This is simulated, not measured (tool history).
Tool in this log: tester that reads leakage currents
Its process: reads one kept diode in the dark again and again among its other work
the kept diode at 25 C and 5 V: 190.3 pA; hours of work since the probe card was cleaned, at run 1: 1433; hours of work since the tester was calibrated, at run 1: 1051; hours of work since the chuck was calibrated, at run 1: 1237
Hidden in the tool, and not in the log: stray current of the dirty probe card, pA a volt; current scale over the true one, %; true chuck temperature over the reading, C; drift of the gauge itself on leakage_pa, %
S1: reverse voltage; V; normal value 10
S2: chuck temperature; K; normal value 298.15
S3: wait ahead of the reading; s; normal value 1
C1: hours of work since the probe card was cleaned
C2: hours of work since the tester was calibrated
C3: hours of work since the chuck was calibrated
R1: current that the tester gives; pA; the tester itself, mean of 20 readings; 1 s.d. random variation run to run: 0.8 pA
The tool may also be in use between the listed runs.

run,hour,S1,S2,S3,C1,C2,C3,R1
1,0,10,298.15,1,1433,1051,1237,303.14
2,193.4,9.7,298.15,1,1529,1147,1333,301.45
3,315.8,9.7,298.15,1,1590,1208,1394,303.81
4,523.1,9.7,304.15,1,1693,1311,1497,488.89
5,661.8,9.7,304.15,1,1762,1380,1566,487.35
6,779.1,9.7,304.15,1,1820,1438,1624,492.62
7,1036,9.7,327.15,1,1948,1565,1752,2647.53
8,1234.5,10,298.15,4.15,2047,1664,1851,319.58
# hour 1334.9: probe card cleaned and baked
9,1441.9,10,315.15,4.15,53,1766,1952,1149.03
10,1712.6,10,298.15,1,188,1900,2087,310.09
11,1907.4,10,298.15,1,284,1997,2183,312.2
# hour 2139.9: chuck's temperature calibrated
12,2144.8,10,298.15,1,401,2114,2,274.39
13,2309.3,10,313.15,1,483,2196,84,904.17
14,2494.7,10,313.15,3.3,575,2288,176,906.99
15,2731.6,10,301.15,3.3,693,2406,294,358.6
16,2881.3,10,301.15,3.3,767,2480,368,363.51
# hour 2939.3: tester calibrated
17,3007.7,10,301.15,3.3,829,34,430,360.04
18,3210,10,301.15,3.3,930,135,531,363.84
19,3426.6,10,301.15,3.3,1037,242,638,369.9
20,3695.5,10,301.15,3.3,1171,376,772,374.61
21,3951.1,10,301.15,3.3,1298,503,899,378.85
22,4070.9,10,301.15,3.3,1358,562,959,378.55
23,4333.2,1.7,302.15,1,1488,693,1089,173.28
24,4548.5,1.7,302.15,1,1595,800,1196,174.97
25,4667.8,2.1,298.15,9.73,1654,859,1255,141.2
26,4780.8,2.1,311.15,5.16,1710,915,1311,390.09
27,5028.9,5.7,311.15,0.66,1834,1038,1435,640.95
28,5186.2,5.7,311.15,0.66,1912,1116,1513,646.98
29,5410.5,2.2,298.15,1.35,2023,1228,1624,148.91
# hour 5554.2: probe card cleaned and baked
30,5684.4,9,323.15,1.84,65,1363,1759,1934.92
31,5858.7,9,323.15,1.84,151,1449,1845,1939.4
32,5976.3,9,323.15,1.84,210,1508,1904,1944.79
33,6199.9,1.2,323.15,0.75,321,1619,2015,741.42
34,6362.9,2.3,298.15,1.36,402,1700,2096,152.7
35,6608.7,10.8,300.15,6.48,524,1822,2218,384.85

4 ways to go on from here, each from the tool as it stands after run 35. What would each give?
A,6722,1.8,306.15,0.63,580,1878,2274,?
B,6722,3.3,298.15,1,580,1878,2274,?
C,6722,10,305.15,6.52,580,1878,2274,?
D,6722,10.8,300.15,0.41,580,1878,2274,?

run,R1
A,261.96
B,186.21
C,552.17
D,390.84
Without the tool's unlogged condition, the same runs would have read:
run,R1
A,224.2
B,157.17
C,469
D,329.17

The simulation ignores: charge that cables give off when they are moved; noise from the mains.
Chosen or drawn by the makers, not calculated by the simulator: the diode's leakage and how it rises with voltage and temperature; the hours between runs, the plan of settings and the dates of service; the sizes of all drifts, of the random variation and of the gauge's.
